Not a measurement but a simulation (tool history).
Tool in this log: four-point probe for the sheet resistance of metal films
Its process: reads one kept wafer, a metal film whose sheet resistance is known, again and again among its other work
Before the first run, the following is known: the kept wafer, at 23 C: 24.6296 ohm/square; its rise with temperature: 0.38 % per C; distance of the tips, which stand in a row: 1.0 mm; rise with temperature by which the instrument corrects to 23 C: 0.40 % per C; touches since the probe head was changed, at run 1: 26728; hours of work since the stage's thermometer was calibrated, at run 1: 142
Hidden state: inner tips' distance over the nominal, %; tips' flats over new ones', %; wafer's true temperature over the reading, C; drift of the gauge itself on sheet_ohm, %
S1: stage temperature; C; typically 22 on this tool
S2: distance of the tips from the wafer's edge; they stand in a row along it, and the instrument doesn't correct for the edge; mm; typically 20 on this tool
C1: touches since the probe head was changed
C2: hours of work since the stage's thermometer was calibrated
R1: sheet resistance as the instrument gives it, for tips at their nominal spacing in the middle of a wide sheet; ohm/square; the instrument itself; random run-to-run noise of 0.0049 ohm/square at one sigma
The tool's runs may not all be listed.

{"run": 1, "hour": 0.0, "S1": 22, "S2": 20, "C1": 26728, "C2": 142, "R1": 24.667515}
{"run": 2, "hour": 20.0, "S1": 22, "S2": 3, "C1": 27565, "C2": 157, "R1": 26.021545}
{"run": 3, "hour": 36.7, "S1": 21, "S2": 3, "C1": 28269, "C2": 170, "R1": 26.030688}
{"run": 4, "hour": 58.2, "S1": 21, "S2": 3, "C1": 29168, "C2": 186, "R1": 26.0262}
{"run": 5, "hour": 71.4, "S1": 22, "S2": 20, "C1": 29722, "C2": 196, "R1": 24.662197}
{"run": 6, "hour": 81.2, "S1": 22, "S2": 20, "C1": 30134, "C2": 204, "R1": 24.671394}
{"run": 7, "hour": 101.4, "S1": 22, "S2": 20, "C1": 30982, "C2": 219, "R1": 24.674089}
{"run": 8, "hour": 110.4, "S1": 22, "S2": 20, "C1": 31359, "C2": 226, "R1": 24.676625}
{"run": 9, "hour": 125.3, "S1": 23, "S2": 11, "C1": 31986, "C2": 237, "R1": 24.749236}
{"run": 10, "hour": 143.1, "S1": 23, "S2": 11, "C1": 32732, "C2": 251, "R1": 24.741026}
{"run": 11, "hour": 164.9, "S1": 28, "S2": 9, "C1": 33647, "C2": 267, "R1": 24.766346}
{"run": 12, "hour": 178.5, "S1": 25, "S2": 27, "C1": 34217, "C2": 278, "R1": 24.639602}
{"run": 13, "hour": 190.1, "S1": 23, "S2": 22, "C1": 34704, "C2": 287, "R1": 24.670062}
{"run": 14, "hour": 200.4, "S1": 22, "S2": 38, "C1": 35133, "C2": 294, "R1": 24.654684}

3 options for the next run, each taken on its own from the tool as it stands now. Forecast them:
{"run": "A", "hour": 219.1, "S1": 20, "S2": 38, "C1": 35917, "C2": 309, "R1": "?"}
{"run": "B", "hour": 219.1, "S1": 25, "S2": 4, "C1": 35917, "C2": 309, "R1": "?"}
{"run": "C", "hour": 219.1, "S1": 32, "S2": 72, "C1": 35917, "C2": 309, "R1": "?"}

run=A R1=24.658307
run=B R1=25.428625
run=C R1=24.589877
Had the tool no hidden state, the same runs would have come out as:
run=A R1=24.655348
run=B R1=25.425582
run=C R1=24.586928
